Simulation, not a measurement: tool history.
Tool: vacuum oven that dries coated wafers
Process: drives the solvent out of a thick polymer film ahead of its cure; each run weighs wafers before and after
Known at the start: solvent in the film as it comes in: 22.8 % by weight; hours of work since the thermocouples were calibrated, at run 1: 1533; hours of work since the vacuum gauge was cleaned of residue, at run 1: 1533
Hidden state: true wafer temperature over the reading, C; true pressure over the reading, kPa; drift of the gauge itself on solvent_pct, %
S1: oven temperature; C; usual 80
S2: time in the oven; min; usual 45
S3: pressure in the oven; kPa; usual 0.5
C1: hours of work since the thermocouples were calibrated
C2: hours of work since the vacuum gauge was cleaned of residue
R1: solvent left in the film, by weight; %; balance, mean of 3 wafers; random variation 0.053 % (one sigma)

run,hour,S1,S2,S3,C1,C2,R1
1,0,80,45,0.5,1533,1533,2.97
2,61.8,80,45,0.5,1569,1569,3.04
3,96.7,80,28,0.5,1588,1588,5.81
4,139,80,28,0.5,1613,1613,5.8
5,190.1,80,28,0.5,1642,1642,5.86
6,230.2,80,28,0.5,1665,1665,5.58
7,297.6,80,45,0.5,1703,1703,3.02
8,361.7,80,32,0.5,1740,1740,4.98
9,409.3,80,32,0.5,1767,1767,5.2
# hour 421.9: vacuum gauge cleaned of residue and calibrated
# hour 444.8: oven's thermocouples calibrated
10,472.1,91,22,0.5,16,28,2.12
11,529.7,91,22,0.5,48,60,2.23
12,574.1,74,68,0.298,74,86,1.64
13,623.7,74,68,0.298,102,114,1.72
14,654.5,65,50,0.5,120,132,7.02

Forecast each of these 3 alternatives for the next run:
A,716,80,47,0.491,155,167,?
B,716,81,50,0.5,155,167,?
C,716,73,29,0.5,155,167,?

run,R1
A,1.73
B,1.34
C,7.05
Without the tool's hidden state the same runs would have given:
run,R1
A,1.59
B,1.22
C,6.81

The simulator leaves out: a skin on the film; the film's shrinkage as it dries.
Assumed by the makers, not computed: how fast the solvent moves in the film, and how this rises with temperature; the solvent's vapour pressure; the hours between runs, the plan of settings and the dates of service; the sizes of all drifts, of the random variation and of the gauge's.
